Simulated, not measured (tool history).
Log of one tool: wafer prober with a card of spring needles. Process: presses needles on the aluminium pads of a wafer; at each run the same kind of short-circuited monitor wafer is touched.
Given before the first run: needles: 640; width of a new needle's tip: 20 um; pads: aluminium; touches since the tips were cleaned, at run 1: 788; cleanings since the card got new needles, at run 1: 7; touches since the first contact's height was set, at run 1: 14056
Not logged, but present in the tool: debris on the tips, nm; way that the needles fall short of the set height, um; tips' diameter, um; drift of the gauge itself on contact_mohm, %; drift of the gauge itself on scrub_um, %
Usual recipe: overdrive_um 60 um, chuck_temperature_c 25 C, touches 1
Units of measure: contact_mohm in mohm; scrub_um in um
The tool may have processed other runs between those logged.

| run | hour | overdrive_um | chuck_temperature_c | touches | touches since the tips were cleaned | cleanings since the card got new needles | touches since the first contact's height was set | contact_mohm | scrub_um |
|---|---|---|---|---|---|---|---|---|---|
| 1 | 0 | 60 | 25 | 1 | 788 | 7 | 14056 | 348 | 8.88 |
|  | 3.4 | tips cleaned on abrasive film |
| 2 | 7.3 | 60 | 113 | 1 | 1037 | 8 | 15975 | 382 | 8.77 |
|  | 9.9 | tips cleaned on abrasive film |
| 3 | 15.1 | 60 | 25 | 2 | 1387 | 9 | 18011 | 343 | 8.81 |
|  | 16.2 | tips cleaned on abrasive film |
| 4 | 20.2 | 60 | 25 | 1 | 1071 | 10 | 19334 | 369 | 8.88 |
|  | 22.6 | tips cleaned on abrasive film |
| 5 | 26.2 | 60 | 66 | 1 | 949 | 11 | 20883 | 376 | 8.86 |
|  | 29.3 | tips cleaned on abrasive film |
| 6 | 31.1 | 60 | 27 | 1 | 459 | 12 | 22155 | 326 | 8.84 |
|  | 35.8 | tips cleaned on abrasive film |
| 7 | 37.5 | 60 | 27 | 1 | 461 | 13 | 23839 | 330 | 8.75 |
|  | 42.2 | tips cleaned on abrasive film |
| 8 | 47.2 | 60 | 25 | 1 | 1318 | 14 | 26357 | 396 | 8.79 |
|  | 48.4 | tips cleaned on abrasive film |
|  | 55.1 | tips cleaned on abrasive film |
| 9 | 56.1 | 60 | 25 | 1 | 261 | 16 | 28668 | 310 | 8.9 |
|  | 61.3 | tips cleaned on abrasive film |
| 10 | 63 | 60 | 25 | 1 | 433 | 17 | 30466 | 319 | 8.5 |
|  | 68 | tips cleaned on abrasive film |
| 11 | 70.7 | 60 | 25 | 1 | 729 | 18 | 32499 | 358 | 8.72 |
|  | 74.5 | tips cleaned on abrasive film |
| 12 | 79.8 | 49 | 25 | 1 | 1397 | 19 | 34863 | 483 | 7.03 |
|  | 80.7 | tips cleaned on abrasive film |
|  | 87.2 | tips cleaned on abrasive film |
| 13 | 90.3 | 49 | 74 | 1 | 834 | 21 | 37611 | 411 | 6.96 |
|  | 93.4 | tips cleaned on abrasive film |
|  | 100 | tips cleaned on abrasive film |
| 14 | 100.7 | 49 | 74 | 1 | 181 | 23 | 40302 | 338 | 6.81 |
|  | 106.6 | tips cleaned on abrasive film |
| 15 | 109.9 | 49 | 74 | 3 | 868 | 24 | 42700 | 337 | 6.74 |
|  | 113.6 | tips cleaned on abrasive film |
| 16 | 118.6 | 49 | 74 | 3 | 1349 | 25 | 45000 | 358 | 6.89 |
|  | 119.8 | tips cleaned on abrasive film |
| 17 | 124.2 | 61 | 83 | 1 | 1173 | 26 | 46439 | 394 | 8.77 |
|  | 126.2 | tips cleaned on abrasive film |
| 18 | 129.3 | 61 | 83 | 1 | 820 | 27 | 47776 | 385 | 8.8 |
|  | 133.1 | tips cleaned on abrasive film |
| 19 | 134.9 | 60 | 75 | 1 | 484 | 28 | 49237 | 354 | 8.47 |
|  | 139.8 | tips cleaned on abrasive film |
| 20 | 142.9 | 60 | 75 | 1 | 834 | 29 | 51327 | 380 | 8.4 |
|  | 146.1 | tips cleaned on abrasive film |
| 21 | 148.9 | 60 | 75 | 1 | 744 | 30 | 52879 | 374 | 8.31 |
|  | 152.4 | tips cleaned on abrasive film |
| 22 | 156.3 | 49 | 71 | 1 | 1045 | 31 | 54812 | 457 | 6.86 |
|  | 159.1 | tips cleaned on abrasive film |
| 23 | 162.1 | 49 | 71 | 1 | 782 | 32 | 56315 | 430 | 6.82 |
|  | 165.8 | tips cleaned on abrasive film |
| 24 | 168.7 | 57 | 100 | 2 | 783 | 33 | 58055 | 353 | 8.02 |
|  | 172.2 | tips cleaned on abrasive film |
|  | 178.4 | tips cleaned on abrasive film |
| 25 | 179.4 | 57 | 100 | 2 | 279 | 35 | 60825 | 318 | 8.1 |
|  | 184.8 | tips cleaned on abrasive film |
| 26 | 189.3 | 49 | 38 | 1 | 1170 | 36 | 63408 | 487 | 6.85 |
|  | 191.1 | tips cleaned on abrasive film |
|  | 198 | tips cleaned on abrasive film |
| 27 | 198.3 | 62 | 37 | 1 | 70 | 38 | 65745 | 282 | 8.56 |
| 28 | 203.1 | 60 | 25 | 2 | 1343 | 38 | 67018 | 363 | 8.18 |
|  | 204.1 | tips cleaned on abrasive film |
|  | 210.3 | tips cleaned on abrasive film |
| 29 | 211.5 | 50 | 49 | 2 | 304 | 40 | 69184 | 329 | 6.75 |

Consider 4 possible next runs. They are alternatives, not a sequence: every one starts from the tool as it was left by run 29. What does each give?
|  | 216.5 | tips cleaned on abrasive film |
| A | 216.5 | 60 | 62 | 2 | 0 | 41 | 70482 | ? | ? |
|  | 216.5 | tips cleaned on abrasive film |
| B | 216.5 | 60 | 26 | 1 | 0 | 41 | 70482 | ? | ? |
|  | 216.5 | tips cleaned on abrasive film |
| C | 216.5 | 60 | 114 | 1 | 0 | 41 | 70482 | ? | ? |
|  | 216.5 | tips cleaned on abrasive film |
| D | 216.5 | 50 | 25 | 1 | 0 | 41 | 70482 | ? | ? |

| run | contact_mohm | scrub_um |
|---|---|---|
| A | 279 | 8.22 |
| B | 278 | 8.17 |
| C | 302 | 8.1 |
| D | 286 | 6.69 |
What these runs would have given with no unlogged condition in the tool:
| run | contact_mohm | scrub_um |
|---|---|---|
| A | 268 | 8.96 |
| B | 260 | 8.92 |
| C | 286 | 8.84 |
| D | 261 | 7.44 |
